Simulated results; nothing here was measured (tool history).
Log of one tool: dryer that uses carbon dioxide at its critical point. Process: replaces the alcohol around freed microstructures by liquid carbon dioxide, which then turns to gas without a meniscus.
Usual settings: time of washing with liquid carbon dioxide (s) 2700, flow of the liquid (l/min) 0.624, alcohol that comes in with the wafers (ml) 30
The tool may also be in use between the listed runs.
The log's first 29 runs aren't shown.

run	hour	time of washing with liquid carbon dioxide (s)	flow of the liquid (l/min)	alcohol that comes in with the wafers (ml)	alcohol left in the vessel before it's heated (ppm by volume)
30	620.8	3060	1.040	76	85
31	632.8	2700	0.396	30	296
32	661.8	2700	0.396	30	300
33	686.8	2100	0.920	29	101
34	706.0	2160	0.585	27	192
35	724.6	2280	0.974	54	111
36	742.6	3300	0.385	54	300
37	768.2	2880	0.812	30	109
38	785.8	2880	0.812	30	110
39	811.2	2880	0.812	30	119
40	839.0	1920	0.468	100	1356
41	867.3	2520	0.595	119	320
42	880.5	2880	0.393	30	318
43	896.7	2880	0.393	30	309
44	919.3	2880	0.457	120	557
45	932.1	2880	0.845	23	118
46	959.6	2880	0.845	23	141
47	986.3	2880	0.845	23	148

Forecast each of these 4 alternatives for the next run:
A	1001.8	2700	0.584	25	?
B	1001.8	3840	0.724	30	?
C	1001.8	2700	0.987	42	?
D	1001.8	2820	0.691	59	?

run	alcohol left in the vessel before it's heated (ppm by volume)
A	178
B	155
C	143
D	169
Without the tool's hidden state the same runs would have given:
run	alcohol left in the vessel before it's heated (ppm by volume)
A	30
B	15
C	6
D	22

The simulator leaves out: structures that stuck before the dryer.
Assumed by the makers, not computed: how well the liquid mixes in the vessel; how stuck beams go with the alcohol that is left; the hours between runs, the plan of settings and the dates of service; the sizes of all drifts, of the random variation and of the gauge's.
